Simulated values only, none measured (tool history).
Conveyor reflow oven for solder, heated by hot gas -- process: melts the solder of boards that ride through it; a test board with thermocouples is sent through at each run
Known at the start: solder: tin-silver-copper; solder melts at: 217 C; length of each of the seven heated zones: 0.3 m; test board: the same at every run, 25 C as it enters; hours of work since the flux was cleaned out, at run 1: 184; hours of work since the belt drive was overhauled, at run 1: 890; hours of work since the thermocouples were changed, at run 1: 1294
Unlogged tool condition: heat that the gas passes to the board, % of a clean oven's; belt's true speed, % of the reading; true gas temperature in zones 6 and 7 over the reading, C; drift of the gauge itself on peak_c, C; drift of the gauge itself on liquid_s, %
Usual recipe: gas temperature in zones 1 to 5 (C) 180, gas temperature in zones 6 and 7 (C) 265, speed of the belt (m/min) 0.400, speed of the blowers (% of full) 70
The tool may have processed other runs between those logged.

| run | hour | gas temperature in zones 1 to 5 (C) | gas temperature in zones 6 and 7 (C) | speed of the belt (m/min) | speed of the blowers (% of full) | hours of work since the flux was cleaned out | hours of work since the belt drive was overhauled | hours of work since the thermocouples were changed | highest temperature of the board (C) | time above the solder's melting point (s) |
|---|---|---|---|---|---|---|---|---|---|---|
| 1 | 0.0 | 180 | 265 | 0.400 | 70 | 184 | 890 | 1294 | 251.1 | 70.4 |
| 2 | 46.4 | 180 | 265 | 0.400 | 70 | 211 | 918 | 1322 | 250.5 | 70.4 |
|  | 92.7 | thermocouples of zones 6 and 7 changed |
| 3 | 98.8 | 180 | 265 | 0.400 | 70 | 242 | 948 | 4 | 249.6 | 68.8 |
| 4 | 133.9 | 180 | 265 | 0.400 | 70 | 263 | 969 | 25 | 249.2 | 68.9 |
| 5 | 176.9 | 180 | 265 | 0.400 | 70 | 288 | 995 | 50 | 249.0 | 67.9 |
| 6 | 225.7 | 180 | 268 | 0.400 | 70 | 318 | 1024 | 80 | 251.4 | 70.2 |
| 7 | 277.9 | 180 | 268 | 0.400 | 70 | 349 | 1056 | 111 | 250.9 | 70.1 |
| 8 | 318.5 | 180 | 268 | 0.400 | 70 | 373 | 1080 | 135 | 251.1 | 69.3 |
| 9 | 368.7 | 180 | 268 | 0.400 | 70 | 403 | 1110 | 165 | 250.6 | 69.6 |
| 10 | 403.6 | 180 | 265 | 0.400 | 70 | 424 | 1131 | 186 | 247.9 | 66.5 |
| 11 | 438.8 | 180 | 265 | 0.400 | 70 | 445 | 1152 | 207 | 247.5 | 66.6 |
|  | 477.2 | flux residue cleaned out of gas plates and filters |
| 12 | 499.2 | 180 | 265 | 0.400 | 70 | 13 | 1185 | 241 | 251.5 | 72.6 |
| 13 | 526.5 | 180 | 265 | 0.400 | 70 | 30 | 1202 | 257 | 251.7 | 72.3 |
| 14 | 554.7 | 180 | 265 | 0.400 | 70 | 46 | 1219 | 274 | 251.8 | 72.0 |
| 15 | 584.0 | 180 | 265 | 0.400 | 70 | 64 | 1236 | 291 | 251.4 | 72.0 |
| 16 | 611.2 | 190 | 265 | 0.400 | 70 | 80 | 1252 | 308 | 253.0 | 78.2 |
| 17 | 652.0 | 190 | 274 | 0.400 | 70 | 105 | 1277 | 332 | 260.8 | 83.1 |
| 18 | 676.4 | 190 | 274 | 0.400 | 70 | 119 | 1291 | 347 | 260.7 | 83.2 |
| 19 | 711.5 | 180 | 265 | 0.382 | 70 | 140 | 1312 | 368 | 251.9 | 76.3 |
| 20 | 767.0 | 180 | 272 | 0.400 | 67 | 174 | 1346 | 401 | 255.8 | 75.5 |
| 21 | 796.2 | 180 | 272 | 0.427 | 67 | 191 | 1363 | 418 | 254.2 | 67.8 |
| 22 | 835.2 | 177 | 265 | 0.400 | 83 | 214 | 1387 | 442 | 251.8 | 70.8 |
| 23 | 889.9 | 177 | 265 | 0.400 | 83 | 247 | 1419 | 475 | 251.5 | 70.9 |
| 24 | 934.9 | 177 | 265 | 0.400 | 83 | 274 | 1446 | 502 | 251.1 | 70.1 |
| 25 | 962.6 | 180 | 260 | 0.336 | 70 | 291 | 1463 | 518 | 250.3 | 86.1 |
| 26 | 1004.0 | 189 | 262 | 0.336 | 70 | 316 | 1488 | 543 | 252.7 | 94.8 |
| 27 | 1059.7 | 170 | 267 | 0.336 | 70 | 349 | 1521 | 576 | 254.4 | 85.0 |
| 28 | 1099.7 | 170 | 265 | 0.365 | 70 | 373 | 1545 | 600 | 250.3 | 72.8 |
| 29 | 1147.3 | 170 | 265 | 0.365 | 70 | 401 | 1574 | 629 | 249.9 | 72.4 |
| 30 | 1180.1 | 170 | 265 | 0.365 | 70 | 421 | 1593 | 648 | 249.4 | 72.6 |

Each row is a separate what-if for the run after 30, all from the same tool condition, not one after another. Results?
| A | 1225.9 | 180 | 277 | 0.361 | 70 | 449 | 1621 | 676 | ? | ? |
| B | 1225.9 | 180 | 265 | 0.400 | 73 | 449 | 1621 | 676 | ? | ? |
| C | 1225.9 | 178 | 265 | 0.400 | 70 | 449 | 1621 | 676 | ? | ? |

| run | highest temperature of the board (C) | time above the solder's melting point (s) |
|---|---|---|
| A | 262.0 | 88.5 |
| B | 248.7 | 68.8 |
| C | 247.4 | 66.8 |
Take away the tool's hidden state, keep each run's random variation, and the runs would have read:
| run | highest temperature of the board (C) | time above the solder's melting point (s) |
|---|---|---|
| A | 264.9 | 87.4 |
| B | 251.7 | 69.9 |
| C | 250.5 | 68.2 |
